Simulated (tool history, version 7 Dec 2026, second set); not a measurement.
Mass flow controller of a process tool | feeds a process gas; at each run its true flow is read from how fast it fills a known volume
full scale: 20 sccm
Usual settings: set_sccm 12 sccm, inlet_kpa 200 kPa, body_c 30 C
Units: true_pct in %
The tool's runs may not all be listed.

Run 1, hour 0: usual settings. Result: true_pct 99.08 %.
Run 2, hour 274.2: usual settings. Result: true_pct 98.96 %.
Run 3, hour 508.1: usual settings. Result: true_pct 98.95 %.
Run 4, hour 671.1: usual settings. Result: true_pct 99.01 %.
Run 5, hour 901.4: usual settings. Result: true_pct 99.07 %.
Run 6, hour 1038.4: usual settings. Result: true_pct 98.98 %.
Run 7, hour 1265.1: usual settings but inlet_kpa 147 kPa. Result: true_pct 98.69 %.
Run 8, hour 1435.7: usual settings but set_sccm 10 sccm. Result: true_pct 98.77 %.
Run 9, hour 1687.6: usual settings. Result: true_pct 99.13 %.
Run 10, hour 1938: usual settings. Result: true_pct 98.99 %.
Run 11, hour 2099.3: usual settings but set_sccm 11 sccm. Result: true_pct 98.88 %.
Run 12, hour 2301.2: usual settings but set_sccm 11 sccm. Result: true_pct 98.83 %.
Run 13, hour 2569.3: usual settings but set_sccm 3 sccm. Result: true_pct 97.69 %.
Run 14, hour 2728.2: usual settings. Result: true_pct 99.15 %.
Run 15, hour 2911.8: usual settings. Result: true_pct 98.97 %.
Run 16, hour 3049.6: usual settings. Result: true_pct 98.97 %.
Run 17, hour 3181.2: usual settings. Result: true_pct 99.05 %.
Run 18, hour 3364.8: usual settings. Result: true_pct 99.02 %.
Run 19, hour 3597.7: usual settings but set_sccm 10 sccm, inlet_kpa 207 kPa. Result: true_pct 98.77 %.
Run 20, hour 3828.8: usual settings but set_sccm 8 sccm, inlet_kpa 152 kPa. Result: true_pct 98.17 %.
Run 21, hour 4053.6: usual settings but set_sccm 9 sccm, inlet_kpa 182 kPa, body_c 24 C. Result: true_pct 98.29 %.
Run 22, hour 4304.5: usual settings but set_sccm 2 sccm, inlet_kpa 182 kPa, body_c 38 C. Result: true_pct 97.71 %.
Run 23, hour 4460.8: usual settings but set_sccm 2 sccm, inlet_kpa 182 kPa, body_c 25 C. Result: true_pct 97.31 %.
Run 24, hour 4696.7: usual settings but set_sccm 2 sccm, inlet_kpa 182 kPa, body_c 25 C. Result: true_pct 97.25 %.
Run 25, hour 4822.7: usual settings but set_sccm 6 sccm, inlet_kpa 141 kPa, body_c 24 C. Result: true_pct 97.48 %.
Run 26, hour 4948: usual settings but inlet_kpa 143 kPa, body_c 24 C. Result: true_pct 98.45 %.
Run 27, hour 5066.5: usual settings but inlet_kpa 143 kPa, body_c 24 C. Result: true_pct 98.36 %.
Run 28, hour 5218: usual settings but inlet_kpa 143 kPa, body_c 24 C. Result: true_pct 98.53 %.
Run 29, hour 5468.1: usual settings but inlet_kpa 143 kPa, body_c 24 C. Result: true_pct 98.41 %.
Run 30, hour 5684.7: usual settings but set_sccm 4 sccm, inlet_kpa 158 kPa, body_c 23 C. Result: true_pct 97.33 %.
Run 31, hour 5807.5: usual settings but set_sccm 4 sccm, inlet_kpa 263 kPa, body_c 26 C. Result: true_pct 98.27 %.
Run 32, hour 5969.2: usual settings but set_sccm 5 sccm, inlet_kpa 243 kPa, body_c 32 C. Result: true_pct 98.45 %.
Run 33, hour 6119.4: usual settings but set_sccm 4 sccm, inlet_kpa 175 kPa, body_c 21 C. Result: true_pct 97.37 %.
Run 34, hour 6369.7: usual settings but set_sccm 17 sccm, inlet_kpa 176 kPa, body_c 21 C. Result: true_pct 99.16 %.

Taken out of this log: 1 entry between the listed runs. Where each belongs, and how the hidden state differs across it:
Between runs 30 and 31: controller's zero set anew (hour 5754.7)
  flow at rest that the sensor doesn't see, % of full scale: -0.004 -> 0
